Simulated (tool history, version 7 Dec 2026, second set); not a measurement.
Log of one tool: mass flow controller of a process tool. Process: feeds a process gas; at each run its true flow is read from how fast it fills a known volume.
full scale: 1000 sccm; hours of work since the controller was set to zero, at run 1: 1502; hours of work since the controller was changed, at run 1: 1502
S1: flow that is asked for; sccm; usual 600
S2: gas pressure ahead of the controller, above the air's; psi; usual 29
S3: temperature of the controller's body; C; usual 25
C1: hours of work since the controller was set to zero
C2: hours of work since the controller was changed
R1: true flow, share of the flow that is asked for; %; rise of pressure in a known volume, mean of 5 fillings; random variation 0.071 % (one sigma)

run,hour,S1,S2,S3,C1,C2,R1
1,0,600,29,25,1502,1502,98.77
2,106.7,600,29,25,1561,1561,98.66
3,159.9,600,29,25,1590,1590,98.72
4,237.7,600,29,25,1633,1633,98.76
5,313.1,600,29,25,1675,1675,98.65
6,362.7,600,29,25,1702,1702,98.73
7,429.7,186,29,25,1739,1739,97.42
8,522.7,186,29,25,1791,1791,97.56
9,626.3,600,29,25,1848,1848,98.65
10,691.6,600,29,25,1884,1884,98.69
11,753.6,600,29,25,1918,1918,98.73
12,875.3,600,29,25,1986,1986,98.55
13,978.6,600,29,25,2043,2043,98.6
14,1097.5,600,29,25,2108,2108,98.45
15,1156.8,600,29,25,2141,2141,98.51
16,1225.1,600,29,25,2179,2179,98.48
17,1344.3,366,29,25,2245,2245,98.02
18,1455.7,217,39.5,35,2306,2306,96.78
19,1519.5,217,39.5,35,2341,2341,96.84
# hour 1528.2: controller's zero set anew
20,1582.6,217,39.5,35,30,2376,96.26
21,1700.6,348,36.5,25,95,2441,97.99
22,1782.9,163,21.9,25,141,2487,96.08
# hour 1789.3: controller's zero set anew, once more
23,1885.1,608,29,28,53,2543,98.35
24,1957.2,153,28,20,93,2583,98.47
25,2077.7,153,28,20,159,2649,98.38
26,2134.6,710,22.3,34,191,2681,97.47
27,2193.1,710,22.3,34,223,2713,97.52
28,2259,312,21.8,22,259,2749,98.14
29,2308.8,312,21.8,22,287,2777,98.15
30,2370.8,312,21.8,22,321,2811,98.23
31,2478.6,312,21.8,22,381,2871,98.13

Hidden state at the last listed run before each entry between runs and at the first one after, where it differs:
Between runs 19 and 20: controller's zero set anew (hour 1528.2)
  flow at rest that the sensor doesn't see, % of full scale: -0.234 -> -0.307
  measured less the result without the state, R1: -1.81 -> -2.16 %
Between runs 22 and 23: controller's zero set anew, once more (hour 1789.3)
  flow at rest that the sensor doesn't see, % of full scale: -0.317 -> -0.042; true flow over the shown one, %: -0.77 -> -0.78
  measured less the result without the state, R1: -2.72 -> -0.85 %
